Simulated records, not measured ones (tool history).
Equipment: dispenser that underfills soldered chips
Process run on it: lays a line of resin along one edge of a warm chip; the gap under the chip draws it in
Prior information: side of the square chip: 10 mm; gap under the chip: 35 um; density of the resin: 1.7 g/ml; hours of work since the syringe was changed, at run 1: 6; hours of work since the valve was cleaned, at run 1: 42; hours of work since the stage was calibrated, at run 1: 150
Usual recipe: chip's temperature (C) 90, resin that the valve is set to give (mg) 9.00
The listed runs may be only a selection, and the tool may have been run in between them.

run,hour,chip's temperature (C),resin that the valve is set to give (mg),hours of work since the syringe was changed,hours of work since the valve was cleaned,hours of work since the stage was calibrated,time until the resin shows at the far edge (s),resin that the valve gave (mg)
1,0.0,90,9.00,6,42,150,144.5,8.65
# hour 4.0: new syringe of resin
2,10.0,90,9.00,5,49,158,138.3,8.47
# hour 15.4: new syringe of resin
3,15.4,82,9.00,0,53,161,141.3,8.49
4,24.9,82,9.00,7,60,169,203.4,8.48
# hour 26.6: new syringe of resin
5,35.1,90,9.00,6,68,176,149.5,8.48
# hour 37.7: new syringe of resin
6,45.1,90,9.00,6,75,184,146.6,8.36
# hour 48.6: new syringe of resin
# hour 54.1: dispensing valve cleaned and set on the balance
7,56.5,90,9.00,5,2,191,140.0,8.98
# hour 60.6: new syringe of resin
8,68.2,90,9.00,6,11,200,144.6,8.93
# hour 71.7: new syringe of resin
9,75.4,90,9.00,3,16,205,123.6,8.84
10,81.3,90,9.41,7,20,210,153.5,9.15
# hour 82.6: new syringe of resin
11,90.3,90,9.00,6,27,217,144.2,8.79
# hour 93.7: new syringe of resin
12,97.7,90,11.08,3,32,222,125.7,10.74
# hour 104.5: new syringe of resin
13,106.1,90,11.08,1,39,228,112.9,10.61
14,113.6,90,11.08,7,44,234,147.4,10.55
# hour 116.2: new syringe of resin
15,122.2,90,11.08,5,51,240,136.1,10.49
# hour 127.0: new syringe of resin
16,130.0,90,11.08,2,56,246,122.2,10.42
# hour 138.2: new syringe of resin
17,138.6,86,8.45,0,63,252,130.7,7.95
18,148.0,78,9.88,7,70,260,236.9,9.16
# hour 149.6: new syringe of resin
19,154.2,102,11.37,4,75,264,86.3,10.52
20,159.6,81,7.90,8,79,268,230.4,7.28
# hour 160.8: new syringe of resin
# hour 164.3: dispensing valve cleaned and set on the balance
21,170.8,82,9.74,7,5,276,204.3,9.70
# hour 173.3: new syringe of resin
22,177.9,77,10.26,3,10,281,209.1,10.14
# hour 184.8: new syringe of resin
23,184.8,77,10.26,0,15,286,173.4,10.08
24,189.9,77,10.26,4,19,290,215.8,10.02
# hour 196.0: new syringe of resin
25,200.4,86,8.36,3,27,298,154.8,8.16
# hour 207.7: new syringe of resin
26,209.3,86,8.36,1,33,304,137.9,8.12
27,217.1,90,7.91,7,39,310,162.5,7.64
# hour 218.5: new syringe of resin
28,225.2,90,7.91,5,45,316,150.7,7.55
# hour 229.6: new syringe of resin
29,232.7,75,11.17,2,51,322,210.6,10.65

Alternative continuations, all from the tool just after run 29; predict every row:
# hour 240.6: new syringe of resin
A,242.7,93,9.26,2,58,329,?,?
# hour 240.6: new syringe of resin
B,242.7,90,7.76,2,58,329,?,?
# hour 240.6: new syringe of resin
C,242.7,84,7.99,2,58,329,?,?
# hour 240.6: new syringe of resin
D,242.7,102,11.17,2,58,329,?,?
# hour 240.6: new syringe of resin
E,242.7,90,7.79,2,58,329,?,?

run,time until the resin shows at the far edge (s),resin that the valve gave (mg)
A,112.5,8.79
B,129.0,7.38
C,156.2,7.55
D,81.1,10.49
E,128.5,7.34
Take away the tool's hidden state, keep each run's random variation, and the runs would have read:
run,time until the resin shows at the far edge (s),resin that the valve gave (mg)
A,96.0,9.30
B,109.0,7.80
C,131.9,7.99
D,70.0,11.11
E,108.6,7.76
